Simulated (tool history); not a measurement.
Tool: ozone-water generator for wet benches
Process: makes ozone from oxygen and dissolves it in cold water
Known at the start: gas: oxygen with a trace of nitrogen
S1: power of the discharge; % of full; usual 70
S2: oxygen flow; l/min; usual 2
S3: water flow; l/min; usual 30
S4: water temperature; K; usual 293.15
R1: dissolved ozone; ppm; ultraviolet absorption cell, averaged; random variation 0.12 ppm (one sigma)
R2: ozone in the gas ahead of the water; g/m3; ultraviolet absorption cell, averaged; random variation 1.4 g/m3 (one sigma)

run	hour	S1	S2	S3	S4	R1	R2
1	0	70	2	30	293.15	11	274.1
2	170.5	70	2	30	293.15	10.8	269.6
3	334.4	70	2	30	293.15	10.8	271.3
4	493.8	70	2	30	293.15	10.9	273.7
5	664.5	77	2	30	293.15	11.5	289.8
6	880.9	70	2	30	293.15	10.7	272.4
7	992.9	70	2	30	293.15	10.6	270.5
8	1132.3	70	1.08	30	293.15	8.4	362.9
9	1244.9	70	2	30	293.15	10.7	272.2
10	1345.1	47	2	30	293.15	8	205.9
11	1499.3	70	2.22	30	293.15	11.1	256.8
12	1654.6	70	2.22	30	293.15	11	260
13	1748	70	2.22	30	293.15	11.1	259.4
14	1942.6	70	2.22	30	293.15	11.1	258.3
# hour 1960: water thermometer calibrated
15	2168.6	70	2.98	30	300.15	11.2	223.7
16	2296.9	94	3.01	19	292.15	22.8	275.6
17	2397.7	57	1.13	32	292.15	7	310.7
18	2531.7	45	2	32	292.15	7.3	198.3
19	2648	53	1.29	30	289.15	7.5	272.4
# hour 2798.2: contactor cleaned
20	2849.4	53	1.29	30	289.15	7.5	274.4
21	2995.8	47	3.18	30	296.15	9.1	164
22	3170.3	70	1.13	30	289.15	8.8	353.1
23	3285.3	53	2.63	20	291.15	14.3	194.4
24	3416.5	55	3.43	27	291.15	11.9	174.8
25	3615.4	55	3.43	27	291.15	11.9	177.7
26	3834	74	2	29	293.15	11.4	279.7
27	3971.1	54	2	30	291.15	9	225

3 ways to go on from here, each from the tool as it stands after run 27. What would each give?
A	4107	70	1.84	30	293.15	?	?
B	4107	54	2	38	288.15	?	?
C	4107	54	2.95	30	294.15	?	?

run	R1	R2
A	10.4	282
B	7.1	228
C	9.7	187.8
Without the tool's hidden state the same runs would have given:
run	R1	R2
A	10.4	282.3
B	7.1	228.2
C	9.8	188

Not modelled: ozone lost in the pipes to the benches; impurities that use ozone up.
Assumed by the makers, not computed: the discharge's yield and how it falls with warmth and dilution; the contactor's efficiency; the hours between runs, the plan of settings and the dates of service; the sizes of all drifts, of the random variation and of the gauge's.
